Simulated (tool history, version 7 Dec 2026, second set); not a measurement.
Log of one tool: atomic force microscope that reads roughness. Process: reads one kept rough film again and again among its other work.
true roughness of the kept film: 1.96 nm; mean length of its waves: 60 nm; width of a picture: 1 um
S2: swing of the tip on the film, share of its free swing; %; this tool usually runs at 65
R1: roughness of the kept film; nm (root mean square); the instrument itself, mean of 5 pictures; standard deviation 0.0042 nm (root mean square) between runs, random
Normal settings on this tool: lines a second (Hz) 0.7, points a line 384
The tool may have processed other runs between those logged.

run 1 hour=0 | lines_a_second_(Hz)=0.7 S2=65 points_a_line=384 | R1=1.837
run 2 hour=7.2 | lines_a_second_(Hz)=0.7 S2=65 points_a_line=384 | R1=1.826
-- hour=10.4 new tip fitted
run 3 hour=14.1 | lines_a_second_(Hz)=0.7 S2=65 points_a_line=384 | R1=1.878
run 4 hour=23.6 | lines_a_second_(Hz)=0.7 S2=65 points_a_line=384 | R1=1.863
run 5 hour=32 | lines_a_second_(Hz)=1.905 S2=65 points_a_line=384 | R1=1.799
run 6 hour=40.1 | lines_a_second_(Hz)=1.905 S2=55 points_a_line=384 | R1=1.85
run 7 hour=46.2 | lines_a_second_(Hz)=1.905 S2=55 points_a_line=384 | R1=1.842
run 8 hour=55.3 | lines_a_second_(Hz)=0.7 S2=66 points_a_line=384 | R1=1.858
run 9 hour=63 | lines_a_second_(Hz)=0.7 S2=75 points_a_line=384 | R1=1.823
run 10 hour=71.2 | lines_a_second_(Hz)=0.7 S2=65 points_a_line=384 | R1=1.853
run 11 hour=77.1 | lines_a_second_(Hz)=1.16 S2=65 points_a_line=384 | R1=1.826
run 12 hour=86.5 | lines_a_second_(Hz)=0.7 S2=62 points_a_line=384 | R1=1.852
-- hour=88.2 height scale calibrated on a step standard
run 13 hour=96.5 | lines_a_second_(Hz)=0.7 S2=62 points_a_line=384 | R1=1.858
run 14 hour=101.2 | lines_a_second_(Hz)=0.7 S2=62 points_a_line=384 | R1=1.851
run 15 hour=106.3 | lines_a_second_(Hz)=0.7 S2=62 points_a_line=686 | R1=1.845
run 16 hour=114.2 | lines_a_second_(Hz)=0.7 S2=65 points_a_line=384 | R1=1.837
-- hour=116.2 height scale calibrated on a step standard, once more
run 17 hour=124.5 | lines_a_second_(Hz)=0.7 S2=65 points_a_line=384 | R1=1.837
run 18 hour=130.5 | lines_a_second_(Hz)=0.7 S2=65 points_a_line=384 | R1=1.84
-- hour=135.4 new tip fitted
run 19 hour=136.3 | lines_a_second_(Hz)=0.7 S2=65 points_a_line=384 | R1=1.863
run 20 hour=144.8 | lines_a_second_(Hz)=0.505 S2=65 points_a_line=321 | R1=1.875
run 21 hour=148.7 | lines_a_second_(Hz)=1.349 S2=67 points_a_line=645 | R1=1.82
run 22 hour=155.7 | lines_a_second_(Hz)=1.349 S2=67 points_a_line=645 | R1=1.81
run 23 hour=164.8 | lines_a_second_(Hz)=1.171 S2=65 points_a_line=733 | R1=1.827

The next listed run, before its measurement:
run 24 hour=171.2 | lines_a_second_(Hz)=0.7 S2=74 points_a_line=919 | R1=?

{"run 24": {"R1": 1.832}}
On a tool with no hidden condition, and with the same random variation, this run would have come out at R1 1.85 nm (root mean square).
